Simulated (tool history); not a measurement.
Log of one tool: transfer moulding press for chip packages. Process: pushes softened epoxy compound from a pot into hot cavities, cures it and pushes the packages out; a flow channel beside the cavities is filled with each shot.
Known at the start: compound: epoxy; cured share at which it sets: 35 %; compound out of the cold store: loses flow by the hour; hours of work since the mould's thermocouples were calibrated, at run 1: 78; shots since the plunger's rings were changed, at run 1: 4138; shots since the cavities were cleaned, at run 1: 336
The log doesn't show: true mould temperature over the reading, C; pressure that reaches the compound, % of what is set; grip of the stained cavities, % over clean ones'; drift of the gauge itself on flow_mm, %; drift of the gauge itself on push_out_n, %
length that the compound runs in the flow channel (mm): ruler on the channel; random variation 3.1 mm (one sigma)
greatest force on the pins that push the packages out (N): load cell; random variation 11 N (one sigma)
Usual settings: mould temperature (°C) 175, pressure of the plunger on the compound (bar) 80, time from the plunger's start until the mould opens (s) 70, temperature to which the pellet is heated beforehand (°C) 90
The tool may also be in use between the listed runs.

run	hour	mould temperature (°C)	pressure of the plunger on the compound (bar)	time from the plunger's start until the mould opens (s)	temperature to which the pellet is heated beforehand (°C)	hours of work since the mould's thermocouples were calibrated	shots since the plunger's rings were changed	shots since the cavities were cleaned	incoming compound's hours out of the cold store	length that the compound runs in the flow channel (mm)	greatest force on the pins that push the packages out (N)
1	0	175	80	70	90	78	4138	336	14.1	522	664
# hour 7.8: cavities cleaned with cleaning compound and waxed
2	25	175	80	73	90	93	4486	255	34.5	479	607
# hour 38.9: cavities cleaned with cleaning compound and waxed
3	41.4	175	80	73	90	103	4707	38	36.5	470	505
# hour 51.9: plunger's sealing rings changed
4	55.4	175	80	73	90	110	51	208	39.6	484	607
# hour 71.9: cavities cleaned with cleaning compound and waxed
5	76.3	175	80	73	90	122	339	66	18.8	537	539
6	94.4	175	80	53	90	134	607	334	42.9	479	1112
# hour 101.9: cavities cleaned with cleaning compound and waxed
7	107	175	80	53	90	141	771	75	41.1	479	886
8	125.8	175	80	53	90	153	1049	353	17.9	533	1162
# hour 132.1: cavities cleaned with cleaning compound and waxed
9	143.2	175	80	70	90	163	1286	165	21.8	521	624
10	158.1	175	80	70	90	172	1506	385	17.9	529	735
# hour 163.3: cavities cleaned with cleaning compound and waxed
11	173.2	175	80	70	90	181	1707	146	23.8	514	602
# hour 194.1: cavities cleaned with cleaning compound and waxed
12	195.4	175	80	70	90	194	2014	18	10.2	539	516
13	205.2	170	85.8	70	90	201	2160	164	10.1	573	802
14	221.4	175	83.1	108	86	211	2400	404	9.5	553	647
# hour 224.8: cavities cleaned with cleaning compound and waxed
15	246.2	175	80	70	83	226	2745	317	45.3	465	679
# hour 256.1: cavities cleaned with cleaning compound and waxed
16	258.5	175	80	70	83	233	2905	36	47	455	518
17	280.5	167	80	83	90	247	3230	361	43.8	489	769
# hour 286.9: cavities cleaned with cleaning compound and waxed
18	300.1	175	95.3	70	88	258	3499	195	11.8	576	633
# hour 318.5: cavities cleaned with cleaning compound and waxed
19	319.9	175	95.3	70	88	270	3770	20	47.8	496	492
20	341.2	171	71.3	70	97	283	4085	335	9.7	517	807
# hour 349.3: cavities cleaned with cleaning compound and waxed
21	352.4	171	71.3	70	97	290	4229	45	15.2	509	638
22	362.1	173	80	55	95	296	4374	190	25.8	502	1049

Forecast each of these 5 alternatives for the next run:
A	374.6	173	80	55	100	304	4559	375	32.6	?	?
B	374.6	179	80	70	90	304	4559	375	17.9	?	?
C	374.6	175	91.9	82	93	304	4559	375	41.6	?	?
D	374.6	179	99	55	95	304	4559	375	32.1	?	?
E	374.6	173	80	55	100	304	4559	375	17.8	?	?

run	length that the compound runs in the flow channel (mm)	greatest force on the pins that push the packages out (N)
A	488	1143
B	507	640
C	499	622
D	522	776
E	512	1142
Without the tool's hidden state the same runs would have given:
run	length that the compound runs in the flow channel (mm)	greatest force on the pins that push the packages out (N)
A	512	824
B	532	447
C	524	431
D	547	550
E	537	823
